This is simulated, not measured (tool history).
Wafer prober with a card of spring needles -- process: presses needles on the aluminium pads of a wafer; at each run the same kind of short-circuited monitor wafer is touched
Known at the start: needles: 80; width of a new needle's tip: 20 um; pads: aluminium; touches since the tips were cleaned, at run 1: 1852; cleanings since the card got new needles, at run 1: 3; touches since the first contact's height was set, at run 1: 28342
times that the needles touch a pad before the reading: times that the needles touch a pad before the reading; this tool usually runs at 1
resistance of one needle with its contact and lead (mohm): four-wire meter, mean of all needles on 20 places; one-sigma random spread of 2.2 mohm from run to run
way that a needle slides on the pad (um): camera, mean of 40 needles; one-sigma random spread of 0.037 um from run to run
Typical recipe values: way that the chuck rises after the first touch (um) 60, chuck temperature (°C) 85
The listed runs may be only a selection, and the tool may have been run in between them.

run,hour,way that the chuck rises after the first touch (um),chuck temperature (°C),times that the needles touch a pad before the reading,touches since the tips were cleaned,cleanings since the card got new needles,touches since the first contact's height was set,resistance of one needle with its contact and lead (mohm),way that a needle slides on the pad (um)
1,0.0,60,85,1,1852,3,28342,244,13.09
2,5.6,60,85,1,4108,3,30598,246,13.05
3,13.7,48,85,1,7380,3,33870,250,10.47
# hour 15.4: tips cleaned on abrasive film
4,21.8,60,36,1,2574,4,37075,234,13.15
5,29.7,60,85,1,5761,4,40262,241,13.07
# hour 34.8: tips cleaned on abrasive film
6,42.5,60,85,2,3114,5,45399,246,13.10
7,52.3,60,85,2,7068,5,49353,242,13.13
# hour 55.0: tips cleaned on abrasive film
8,58.9,60,85,2,1558,6,51964,244,13.11
9,68.8,60,85,2,5572,6,55978,247,13.10
# hour 74.4: tips cleaned on abrasive film
10,74.4,60,85,3,0,7,58179,245,13.10
11,86.3,60,85,1,4805,7,62984,247,13.10
# hour 94.4: tips cleaned on abrasive film
12,96.3,60,85,1,765,8,66973,249,13.09
13,108.0,69,85,1,5476,8,71684,243,15.06
# hour 114.0: tips cleaned on abrasive film
14,118.2,69,85,1,1689,9,75758,245,15.09
15,130.6,69,85,1,6692,9,80761,242,15.08
# hour 134.3: tips cleaned on abrasive film
16,138.1,69,85,1,1530,10,83745,238,15.06
17,145.5,74,85,1,4541,10,86756,243,16.26
# hour 153.7: tips cleaned on abrasive film
18,156.3,51,85,1,1032,11,91044,251,11.13
19,168.3,73,102,1,5874,11,95886,242,15.94
# hour 173.3: tips cleaned on abrasive film
20,178.4,73,102,1,2072,12,99944,246,16.02
21,185.0,52,51,2,4729,12,102601,240,11.33
# hour 193.0: tips cleaned on abrasive film
22,197.1,52,51,2,1667,13,107436,242,11.34
23,206.6,61,85,2,5504,13,111273,249,13.32
# hour 212.9: tips cleaned on abrasive film
24,214.6,61,85,2,695,14,114462,246,13.27
25,221.9,61,29,2,3639,14,117406,232,13.31
26,228.5,60,25,3,6297,14,120064,230,13.04
# hour 232.1: tips cleaned on abrasive film
27,236.7,58,28,1,1846,15,123315,235,12.57
# hour 246.7: height of the first contact set anew
28,250.3,43,85,2,7208,15,1421,252,9.38
# hour 252.2: tips cleaned on abrasive film
29,257.3,43,85,2,2046,16,4229,252,9.36
30,267.0,77,38,2,5961,16,8144,225,16.81
# hour 271.7: tips cleaned on abrasive film
31,274.3,53,28,3,1033,17,11022,234,11.54
32,280.6,53,28,3,3587,17,13576,231,11.56
33,289.8,60,85,1,7310,17,17299,244,13.07

Take each entry between the runs: how does the hidden state at the last listed run before it differ from the hidden state at the first listed run after it?
Logged between run 3 and run 4: tips cleaned on abrasive film (hour 15.4)
  debris on the tips, nm: 0.8 -> 0.5
Logged between run 5 and run 6: tips cleaned on abrasive film (hour 34.8)
  debris on the tips, nm: 0.8 -> 0.6
Logged between run 7 and run 8: tips cleaned on abrasive film (hour 55.0)
  debris on the tips, nm: 0.8 -> 0.4
Logged between run 9 and run 10: tips cleaned on abrasive film (hour 74.4)
  debris on the tips, nm: 0.7 -> 0.1
Logged between run 11 and run 12: tips cleaned on abrasive film (hour 94.4)
  debris on the tips, nm: 0.7 -> 0.2
Logged between run 13 and run 14: tips cleaned on abrasive film (hour 114.0)
  debris on the tips, nm: 0.7 -> 0.4
Logged between run 15 and run 16: tips cleaned on abrasive film (hour 134.3)
  debris on the tips, nm: 0.8 -> 0.4
Logged between run 17 and run 18: tips cleaned on abrasive film (hour 153.7)
  debris on the tips, nm: 0.7 -> 0.3; way that the needles fall short of the set height, um: 0 -> 0.01
Logged between run 19 and run 20: tips cleaned on abrasive film (hour 173.3)
  debris on the tips, nm: 0.8 -> 0.4
Logged between run 21 and run 22: tips cleaned on abrasive film (hour 193.0)
  debris on the tips, nm: 0.7 -> 0.4
Logged between run 23 and run 24: tips cleaned on abrasive film (hour 212.9)
  debris on the tips, nm: 0.7 -> 0.2
Logged between run 26 and run 27: tips cleaned on abrasive film (hour 232.1)
  debris on the tips, nm: 0.8 -> 0.4
Logged between run 27 and run 28: height of the first contact set anew (hour 246.7)
  debris on the tips, nm: 0.4 -> 0.8; way that the needles fall short of the set height, um: 0.01 -> 0
Logged between run 28 and run 29: tips cleaned on abrasive film (hour 252.2)
  debris on the tips, nm: 0.8 -> 0.5
Logged between run 30 and run 31: tips cleaned on abrasive film (hour 271.7)
  debris on the tips, nm: 0.8 -> 0.3
